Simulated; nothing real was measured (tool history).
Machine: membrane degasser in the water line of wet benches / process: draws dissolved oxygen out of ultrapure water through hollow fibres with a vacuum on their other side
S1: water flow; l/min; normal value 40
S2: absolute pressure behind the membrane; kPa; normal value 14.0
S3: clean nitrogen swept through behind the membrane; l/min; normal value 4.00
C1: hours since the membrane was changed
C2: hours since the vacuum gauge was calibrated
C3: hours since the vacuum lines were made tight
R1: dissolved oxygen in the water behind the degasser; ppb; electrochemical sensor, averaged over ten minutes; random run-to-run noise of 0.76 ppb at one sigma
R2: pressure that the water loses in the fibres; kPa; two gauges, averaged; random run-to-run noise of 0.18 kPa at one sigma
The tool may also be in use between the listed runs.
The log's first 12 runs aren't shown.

| run | hour | S1 | S2 | S3 | C1 | C2 | C3 | R1 | R2 |
|---|---|---|---|---|---|---|---|---|---|
| 13 | 412.1 | 30 | 14.0 | 5.89 | 1945 | 1087 | 1267 | 142.1 | 41.51 |
| 14 | 459.6 | 40 | 13.4 | 4.00 | 1993 | 1134 | 1315 | 251.8 | 55.34 |
| 15 | 495.1 | 40 | 13.4 | 4.00 | 2028 | 1170 | 1350 | 250.6 | 55.01 |
| 16 | 528.0 | 40 | 13.4 | 4.00 | 2061 | 1203 | 1383 | 252.8 | 55.45 |
| 17 | 576.9 | 40 | 14.0 | 4.00 | 2110 | 1252 | 1432 | 266.1 | 55.48 |
| 18 | 617.8 | 40 | 29.5 | 8.71 | 2151 | 1293 | 1473 | 302.2 | 55.03 |
| 19 | 653.8 | 26 | 14.0 | 4.00 | 2187 | 1329 | 1509 | 175.2 | 36.17 |
| 20 | 706.0 | 26 | 14.0 | 4.00 | 2239 | 1381 | 1561 | 175.5 | 35.71 |
| 21 | 747.9 | 40 | 9.9 | 7.38 | 2281 | 1423 | 1603 | 104.2 | 55.35 |
| 22 | 789.9 | 33 | 29.3 | 3.59 | 2323 | 1465 | 1645 | 549.1 | 45.87 |
| 23 | 819.1 | 40 | 15.2 | 1.78 | 2352 | 1494 | 1674 | 576.8 | 55.18 |
| 24 | 860.2 | 40 | 15.2 | 1.78 | 2393 | 1535 | 1715 | 577.7 | 55.79 |
| 25 | 894.1 | 51 | 12.3 | 9.75 | 2427 | 1569 | 1749 | 140.5 | 70.44 |
| 26 | 921.2 | 51 | 12.2 | 2.80 | 2454 | 1596 | 1776 | 382.5 | 70.75 |
| 27 | 957.6 | 37 | 9.8 | 2.80 | 2491 | 1632 | 1813 | 213.5 | 51.11 |
| 28 | 1010.6 | 37 | 9.8 | 2.80 | 2544 | 1685 | 1866 | 214.5 | 51.16 |
| 29 | 1058.6 | 37 | 9.8 | 2.80 | 2592 | 1733 | 1914 | 214.8 | 51.28 |
| 30 | 1106.7 | 37 | 9.8 | 2.80 | 2640 | 1781 | 1962 | 215.0 | 51.04 |

What will run 31 give?
| 31 | 1145.6 | 35 | 12.0 | 10.24 | 2679 | 1820 | 2001 | ? | ? |

Run 31 gave R1 87.2 ppb, R2 48.37 kPa.
Were there no unlogged condition in the tool, this run, its random variation unchanged, would have produced R1 84.4 ppb, R2 47.53 kPa.
